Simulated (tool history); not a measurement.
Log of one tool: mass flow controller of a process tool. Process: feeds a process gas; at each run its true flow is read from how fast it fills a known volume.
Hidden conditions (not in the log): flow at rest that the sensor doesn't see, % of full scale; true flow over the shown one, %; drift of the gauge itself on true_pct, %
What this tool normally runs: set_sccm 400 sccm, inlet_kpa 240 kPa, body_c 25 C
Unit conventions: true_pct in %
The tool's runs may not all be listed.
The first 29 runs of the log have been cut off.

| run | hour | set_sccm | inlet_kpa | body_c | hours of work since the controller was set to zero | hours of work since the controller was changed | true_pct |
|---|---|---|---|---|---|---|---|
| 30 | 2918.7 | 424 | 189 | 22 | 2329 | 2329 | 99.40 |
| 31 | 2996.9 | 424 | 189 | 22 | 2363 | 2363 | 99.27 |
| 32 | 3069.4 | 887 | 250 | 27 | 2395 | 2395 | 99.68 |
| 33 | 3206.8 | 887 | 250 | 27 | 2456 | 2456 | 99.52 |
| 34 | 3282.4 | 132 | 240 | 32 | 2490 | 2490 | 100.10 |
| 35 | 3338.1 | 132 | 142 | 20 | 2514 | 2514 | 100.20 |
| 36 | 3453.1 | 564 | 163 | 20 | 2565 | 2565 | 99.45 |
| 37 | 3566.0 | 460 | 158 | 25 | 2615 | 2615 | 99.57 |
| 38 | 3635.1 | 293 | 240 | 31 | 2646 | 2646 | 99.35 |
| 39 | 3739.9 | 108 | 217 | 25 | 2692 | 2692 | 100.54 |
| 40 | 3799.8 | 199 | 192 | 25 | 2719 | 2719 | 99.72 |
| 41 | 3866.7 | 400 | 173 | 37 | 2748 | 2748 | 99.91 |
| 42 | 3952.0 | 128 | 199 | 30 | 2786 | 2786 | 100.40 |
| 43 | 4024.4 | 128 | 199 | 30 | 2818 | 2818 | 100.51 |

Each row is a separate what-if for the run after 43, all from the same tool condition, not one after another. Results?
| A | 4152.1 | 948 | 172 | 25 | 2875 | 2875 | ? |
| B | 4152.1 | 399 | 175 | 20 | 2875 | 2875 | ? |
| C | 4152.1 | 182 | 188 | 30 | 2875 | 2875 | ? |
| D | 4152.1 | 234 | 183 | 22 | 2875 | 2875 | ? |

| run | true_pct |
|---|---|
| A | 100.02 |
| B | 99.38 |
| C | 100.11 |
| D | 99.46 |
What these runs would have given with no unlogged condition in the tool:
| run | true_pct |
|---|---|
| A | 100.05 |
| B | 99.05 |
| C | 99.05 |
| D | 98.70 |

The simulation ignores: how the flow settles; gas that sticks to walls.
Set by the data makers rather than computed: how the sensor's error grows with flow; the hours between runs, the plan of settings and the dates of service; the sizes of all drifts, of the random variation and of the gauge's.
